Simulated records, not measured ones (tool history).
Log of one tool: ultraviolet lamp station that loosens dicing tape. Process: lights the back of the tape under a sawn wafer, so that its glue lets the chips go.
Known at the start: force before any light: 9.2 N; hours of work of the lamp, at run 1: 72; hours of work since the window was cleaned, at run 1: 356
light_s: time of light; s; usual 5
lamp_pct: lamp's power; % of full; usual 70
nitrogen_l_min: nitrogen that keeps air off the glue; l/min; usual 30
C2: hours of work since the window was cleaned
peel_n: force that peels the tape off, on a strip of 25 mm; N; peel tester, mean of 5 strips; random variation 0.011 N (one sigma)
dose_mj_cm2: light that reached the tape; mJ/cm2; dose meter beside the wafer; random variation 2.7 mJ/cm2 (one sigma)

Run 1, hour 0: usual settings; hours of work of the lamp 72; C2 356. Result: peel_n 0.711 N, dose_mj_cm2 306 mJ/cm2.
Run 2, hour 21.7: usual settings but lamp_pct 69 % of full; hours of work of the lamp 81; C2 366. Result: peel_n 0.712 N, dose_mj_cm2 306 mJ/cm2.
Run 3, hour 39.8: usual settings but lamp_pct 69 % of full; hours of work of the lamp 89; C2 373. Result: peel_n 0.731 N, dose_mj_cm2 299 mJ/cm2.
Run 4, hour 63.3: usual settings; hours of work of the lamp 99; C2 383. Result: peel_n 0.75 N, dose_mj_cm2 298 mJ/cm2.
Run 5, hour 74.9: usual settings; hours of work of the lamp 104; C2 388. Result: peel_n 0.776 N, dose_mj_cm2 299 mJ/cm2.
Run 6, hour 93.2: usual settings; hours of work of the lamp 112; C2 396. Result: peel_n 0.773 N, dose_mj_cm2 295 mJ/cm2.
At hour 95.5: window cleaned of glue's vapour.
Run 7, hour 112.6: usual settings; hours of work of the lamp 120; C2 7. Result: peel_n 0.998 N, dose_mj_cm2 266 mJ/cm2.
Run 8, hour 138.8: usual settings but lamp_pct 85 % of full; hours of work of the lamp 131; C2 18. Result: peel_n 0.648 N, dose_mj_cm2 312 mJ/cm2.
Run 9, hour 154.5: usual settings; hours of work of the lamp 137; C2 25. Result: peel_n 1.024 N, dose_mj_cm2 259 mJ/cm2.
Run 10, hour 165.7: usual settings; hours of work of the lamp 142; C2 30. Result: peel_n 1.069 N, dose_mj_cm2 256 mJ/cm2.
At hour 182: window cleaned of glue's vapour, once more.
Run 11, hour 193: usual settings; hours of work of the lamp 154; C2 5. Result: peel_n 0.565 N, dose_mj_cm2 339 mJ/cm2.
Run 12, hour 214.3: usual settings; hours of work of the lamp 163; C2 14. Result: peel_n 0.554 N, dose_mj_cm2 336 mJ/cm2.
Run 13, hour 226.4: usual settings but lamp_pct 73 % of full, nitrogen_l_min 45 l/min; hours of work of the lamp 168; C2 19. Result: peel_n 0.394 N, dose_mj_cm2 348 mJ/cm2.
Run 14, hour 250.3: usual settings but lamp_pct 73 % of full, nitrogen_l_min 45 l/min; hours of work of the lamp 178; C2 29. Result: peel_n 0.39 N, dose_mj_cm2 347 mJ/cm2.

The next listed run, before its measurement:
Run 15, hour 277.8: usual settings but nitrogen_l_min 17 l/min; hours of work of the lamp 190; C2 41. Result: peel_n ?, dose_mj_cm2 ?.

peel_n: 0.883 N
dose_mj_cm2: 331 mJ/cm2
Without the tool's hidden state the same run would have given peel_n 0.714 N, dose_mj_cm2 362 mJ/cm2.

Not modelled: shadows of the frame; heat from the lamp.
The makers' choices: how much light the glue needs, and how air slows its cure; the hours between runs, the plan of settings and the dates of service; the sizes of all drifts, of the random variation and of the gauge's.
